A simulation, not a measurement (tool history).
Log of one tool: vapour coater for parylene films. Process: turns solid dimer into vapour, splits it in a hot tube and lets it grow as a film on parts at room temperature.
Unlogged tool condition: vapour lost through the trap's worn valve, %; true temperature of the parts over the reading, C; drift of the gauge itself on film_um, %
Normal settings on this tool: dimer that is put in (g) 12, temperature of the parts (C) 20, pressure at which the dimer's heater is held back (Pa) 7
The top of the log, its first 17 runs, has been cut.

run,hour,dimer that is put in (g),temperature of the parts (C),pressure at which the dimer's heater is held back (Pa),hours of work since the trap's valve was overhauled,hours of work since the table's thermometer was calibrated,thickness of the film (um)
18,903.6,12,20,7,169,232,4.79
19,938.6,12,20,7,184,247,4.76
20,970,12,15,6.45,198,260,5.94
# hour 1011.7: trap's valve overhauled
21,1034.5,8,30,6.45,10,286,2.21
22,1084.8,12,20,3.7,31,307,5.07
23,1142.8,12,20,3.7,56,332,5.05
24,1203,7,20,3.7,81,357,3.03
25,1271.3,10,14,6.93,110,386,5.11
26,1324.7,8,25,2.02,133,409,3
27,1386.1,8,25,2.02,159,435,2.98
28,1455.9,9,30,10.23,189,465,2.43
29,1485.9,6,20,7,201,478,2.39
# hour 1519: trap's valve overhauled
30,1532.3,6,20,7.76,6,496,2.4
31,1577.4,7,20,3.06,25,515,2.98
32,1620.1,7,20,3.06,43,533,3.06
33,1689.1,7,20,3.06,72,562,3.02
34,1723.6,16,27,9.42,87,577,4.76
35,1765.9,16,27,9.42,105,595,4.73

Alternative continuations, all from the tool just after run 35; predict every row:
A,1816.8,22,26,6.22,126,616,?
B,1816.8,16,27,4.57,126,616,?
C,1816.8,8,29,8.34,126,616,?
D,1816.8,12,30,7,126,616,?

run,thickness of the film (um)
A,7.13
B,5.14
C,2.2
D,3.26
Stripped of hidden state, with their random variation kept, the same runs would have yielded:
run,thickness of the film (um)
A,7.16
B,5.15
C,2.21
D,3.27
